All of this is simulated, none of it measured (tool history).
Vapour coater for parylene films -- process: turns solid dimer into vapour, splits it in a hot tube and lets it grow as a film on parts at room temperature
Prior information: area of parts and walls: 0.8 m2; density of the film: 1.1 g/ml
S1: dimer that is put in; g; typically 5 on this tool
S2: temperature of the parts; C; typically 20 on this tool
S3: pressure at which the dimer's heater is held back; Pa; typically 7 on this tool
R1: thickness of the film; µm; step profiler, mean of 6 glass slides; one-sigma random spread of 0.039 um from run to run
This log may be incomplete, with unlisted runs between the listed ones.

run,hour,S1,S2,S3,R1
1,0,5,20,7,4.08
2,73.4,5,20,7,4.04
3,116.7,5,20,7,3.94
4,156.5,5,20,7,3.98
5,233.3,5,20,7,3.89
6,308.4,5,20,7,3.9
7,346.7,5,20,7,3.83
8,419.5,5,20,7,3.81
# hour 442.8: trap's valve overhauled
9,476.9,5,29,7,2.53
10,544.8,5,20,7.58,3.9
# hour 557.2: table's thermometer calibrated
11,601.1,5,20,7.58,4.17
12,657.9,5,20,4.9,4.45
13,705.2,3,20,4.9,2.62
14,745.1,5,20,7,4.14
15,785.9,5,20,7,4.03
16,866.4,5,20,7,4.06
# hour 884: trap's valve overhauled
17,951.7,5,31,7,2.39
18,1006.7,5,31,7,2.38
19,1089.8,5,31,7,2.32
20,1145,5,31,7,2.32
21,1196.6,5,20,7,4.03
22,1232.5,5,20,7,4.07
23,1291.2,5,20,7,3.91
# hour 1320: trap's valve overhauled
24,1363.6,5,20,3.48,4.57
25,1429.7,3,30,4.31,1.65
26,1488.7,5,24,5.46,3.48
27,1535.7,5,24,5.46,3.35
28,1606.3,5,24,5.46,3.34
29,1677.7,2,20,7,1.55
# hour 1756.1: trap's valve overhauled
30,1766.7,3,22,7,2.18
31,1815.7,8,13,2.88,8.89
32,1854.4,5,25,7,3.14
33,1890.5,3,13,7,3.25
34,1926.8,3,13,7,3.27
35,2011.9,4,20,7,3.13
36,2090.2,6,19,7,4.92
37,2162,7,26,9.25,3.89
# hour 2194.1: trap's valve overhauled
38,2248.8,5,26,4.76,3.17
39,2307.3,7,18,2.02,7.48
40,2370.3,2,30,2.1,1.15
41,2450.2,5,20,3.75,4.19
# hour 2494.6: table's thermometer calibrated
42,2535.4,8,23,6.32,5.63
43,2621.7,5,15,7,5.12
# hour 2633: trap's valve overhauled
44,2686.6,5,15,7,5.29
45,2766.9,5,15,6.9,5.3

Forecast each of these 3 alternatives for the next run:
A,2807,3,21,6.98,?
B,2807,5,15,4.92,?
C,2807,2,14,4.2,?

run,R1
A,2.28
B,5.47
C,2.22
Stripped of hidden state, with their random variation kept, the same runs would have yielded:
run,R1
A,2.34
B,5.56
C,2.26

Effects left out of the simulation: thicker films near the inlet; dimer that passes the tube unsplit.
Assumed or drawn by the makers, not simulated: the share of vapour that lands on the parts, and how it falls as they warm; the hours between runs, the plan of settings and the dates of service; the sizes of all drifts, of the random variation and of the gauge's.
